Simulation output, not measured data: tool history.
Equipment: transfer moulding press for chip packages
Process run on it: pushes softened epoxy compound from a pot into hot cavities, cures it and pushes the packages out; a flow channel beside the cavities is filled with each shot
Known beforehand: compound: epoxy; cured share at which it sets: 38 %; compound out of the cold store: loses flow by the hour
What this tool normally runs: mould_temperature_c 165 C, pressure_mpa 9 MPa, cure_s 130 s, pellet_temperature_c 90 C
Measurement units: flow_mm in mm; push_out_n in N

| run | hour | mould_temperature_c | pressure_mpa | cure_s | pellet_temperature_c | incoming compound's hours out of the cold store | flow_mm | push_out_n |
|---|---|---|---|---|---|---|---|---|
| 1 | 0 | 165 | 9 | 130 | 90 | 13.4 | 822 | 373 |
| 2 | 11.1 | 165 | 9 | 141 | 90 | 43.5 | 748 | 376 |
| 3 | 16.6 | 165 | 7.13 | 130 | 90 | 13.1 | 718 | 419 |
| 4 | 27.9 | 165 | 7.13 | 130 | 90 | 8.8 | 724 | 454 |
| 5 | 37.7 | 165 | 7.13 | 130 | 90 | 21.2 | 696 | 455 |
| 6 | 43 | 165 | 7.13 | 144 | 90 | 14.6 | 709 | 447 |
| 7 | 51.6 | 165 | 7.13 | 144 | 90 | 37.9 | 660 | 451 |
| 8 | 60.6 | 165 | 7.13 | 144 | 90 | 32.2 | 675 | 475 |
| 9 | 73.2 | 165 | 9 | 130 | 90 | 47.6 | 785 | 501 |
| 10 | 82 | 165 | 9.36 | 130 | 90 | 44.9 | 792 | 531 |
| 11 | 93.1 | 165 | 9.36 | 130 | 90 | 11.9 | 876 | 551 |
| 12 | 106.9 | 165 | 9 | 130 | 90 | 21.6 | 822 | 356 |
| 13 | 114.5 | 165 | 9 | 130 | 90 | 37.8 | 792 | 374 |
| 14 | 124.6 | 165 | 9 | 130 | 90 | 43.9 | 774 | 420 |
| 15 | 135.1 | 165 | 9 | 130 | 90 | 13.7 | 847 | 434 |
| 16 | 142.2 | 165 | 7.02 | 115 | 89 | 11.8 | 756 | 533 |
| 17 | 147.2 | 165 | 7.02 | 115 | 89 | 24.6 | 723 | 537 |
| 18 | 159.3 | 159 | 7.02 | 115 | 84 | 15.1 | 767 | 937 |
| 19 | 164.7 | 170 | 8.51 | 145 | 84 | 25.2 | 781 | 432 |
| 20 | 173.2 | 170 | 8.51 | 145 | 84 | 16.8 | 802 | 443 |
| 21 | 182.5 | 162 | 7.21 | 119 | 94 | 28.7 | 736 | 707 |
| 22 | 193.7 | 157 | 8.56 | 119 | 94 | 20.4 | 834 | 1126 |
| 23 | 205.6 | 157 | 8.56 | 119 | 94 | 19.3 | 843 | 706 |
| 24 | 216.5 | 160 | 9.68 | 115 | 86 | 47.8 | 814 | 594 |
| 25 | 228.4 | 160 | 9.68 | 115 | 86 | 16.3 | 901 | 722 |
| 26 | 234.1 | 165 | 7.16 | 150 | 91 | 16.1 | 748 | 404 |
| 27 | 244.7 | 162 | 7.16 | 150 | 99 | 38.6 | 705 | 434 |
| 28 | 254.6 | 160 | 9 | 130 | 97 | 32 | 815 | 589 |
| 29 | 265.5 | 158 | 9 | 130 | 87 | 36 | 811 | 739 |

Not shown here: 3 entries made in the log between runs. Locate each between two listed runs and compare the hidden state at the listed run before it with the hidden state at the listed run after it:
From run 8 to run 9: plunger's sealing rings changed (hour 65.5)
  true mould temperature over the reading, C: -0.13 -> -0.12; pressure that reaches the compound, % of what is set: 87.28 -> 99.6; grip of the stained cavities, % over clean ones': 52.1 -> 56.3
  measured less the result without the state, flow_mm: -47 -> -1 mm; push_out_n: +163 -> +180 N
From run 11 to run 12: cavities cleaned with cleaning compound and waxed (hour 99)
  true mould temperature over the reading, C: -0.1 -> -0.08; pressure that reaches the compound, % of what is set: 99.09 -> 98.82; grip of the stained cavities, % over clean ones': 62.9 -> 9.7
  measured less the result without the state, flow_mm: -4 -> -4 mm; push_out_n: +213 -> +33 N
From run 22 to run 23: cavities cleaned with cleaning compound and waxed (hour 203.8)
  true mould temperature over the reading, C: 0.01 -> 0.02; pressure that reaches the compound, % of what is set: 96.78 -> 96.53; grip of the stained cavities, % over clean ones': 60.4 -> 2.4
  measured less the result without the state, flow_mm: -14 -> -15 mm; push_out_n: +425 -> +15 N
